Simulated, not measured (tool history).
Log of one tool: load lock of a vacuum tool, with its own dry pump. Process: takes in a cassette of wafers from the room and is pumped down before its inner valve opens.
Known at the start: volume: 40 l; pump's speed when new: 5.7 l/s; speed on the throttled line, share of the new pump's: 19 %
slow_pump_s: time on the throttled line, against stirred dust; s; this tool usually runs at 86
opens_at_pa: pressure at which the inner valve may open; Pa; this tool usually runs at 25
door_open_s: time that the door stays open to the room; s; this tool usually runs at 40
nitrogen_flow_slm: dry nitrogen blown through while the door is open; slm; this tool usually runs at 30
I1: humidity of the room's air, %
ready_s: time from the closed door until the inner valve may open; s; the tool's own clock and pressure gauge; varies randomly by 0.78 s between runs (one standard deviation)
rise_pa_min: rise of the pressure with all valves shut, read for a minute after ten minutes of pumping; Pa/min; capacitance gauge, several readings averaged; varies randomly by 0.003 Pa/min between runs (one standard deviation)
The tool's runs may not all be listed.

{"run": 1, "hour": 0.0, "slow_pump_s": 86, "opens_at_pa": 25, "door_open_s": 40, "nitrogen_flow_slm": 30, "I1": 41.5, "ready_s": 127.6, "rise_pa_min": 0.211}
{"run": 2, "hour": 582.5, "slow_pump_s": 86, "opens_at_pa": 25, "door_open_s": 40, "nitrogen_flow_slm": 30, "I1": 44.7, "ready_s": 128.0, "rise_pa_min": 0.223}
{"run": 3, "hour": 1155.4, "slow_pump_s": 86, "opens_at_pa": 25, "door_open_s": 103, "nitrogen_flow_slm": 30, "I1": 47.6, "ready_s": 128.1, "rise_pa_min": 0.246}
{"run": 4, "hour": 1570.1, "slow_pump_s": 54, "opens_at_pa": 25, "door_open_s": 40, "nitrogen_flow_slm": 30, "I1": 45.3, "ready_s": 102.4, "rise_pa_min": 0.253}
{"run": 5, "hour": 2169.0, "slow_pump_s": 54, "opens_at_pa": 25, "door_open_s": 40, "nitrogen_flow_slm": 30, "I1": 50.3, "ready_s": 103.3, "rise_pa_min": 0.267}
{"run": 6, "hour": 2705.1, "slow_pump_s": 86, "opens_at_pa": 25, "door_open_s": 40, "nitrogen_flow_slm": 30, "I1": 46.1, "ready_s": 129.2, "rise_pa_min": 0.283}
{"run": 7, "hour": 3061.0, "slow_pump_s": 86, "opens_at_pa": 18, "door_open_s": 83, "nitrogen_flow_slm": 30, "I1": 44.0, "ready_s": 130.0, "rise_pa_min": 0.008}
{"run": 8, "hour": 3616.3, "slow_pump_s": 86, "opens_at_pa": 18, "door_open_s": 83, "nitrogen_flow_slm": 30, "I1": 44.6, "ready_s": 131.4, "rise_pa_min": 0.017}
{"run": 9, "hour": 4208.6, "slow_pump_s": 142, "opens_at_pa": 25, "door_open_s": 40, "nitrogen_flow_slm": 34, "I1": 43.7, "ready_s": 173.1, "rise_pa_min": 0.012}
{"run": 10, "hour": 4894.5, "slow_pump_s": 142, "opens_at_pa": 29, "door_open_s": 40, "nitrogen_flow_slm": 34, "I1": 40.2, "ready_s": 174.2, "rise_pa_min": 0.016}
{"run": 11, "hour": 5342.3, "slow_pump_s": 68, "opens_at_pa": 25, "door_open_s": 28, "nitrogen_flow_slm": 40, "I1": 43.2, "ready_s": 115.4, "rise_pa_min": 0.018}

Missing from the log above: 1 entry noted between runs. For each, name the pair of listed runs it sits between and say how the tool's hidden condition differs from the listed run just before to the listed run just after:
In the gap between runs 6 and 7: door's seal changed, seat wiped (hour 3061.0)
  pump's speed, % of a new pump's: 96.5 -> 96.3; leak at the door's seal, Pa l/s: 0.1834 -> 0.0019
  measured result minus the result with no hidden state, ready_s: +1.6 -> +1.7 s; rise_pa_min: +0.276 -> -0.001 Pa/min
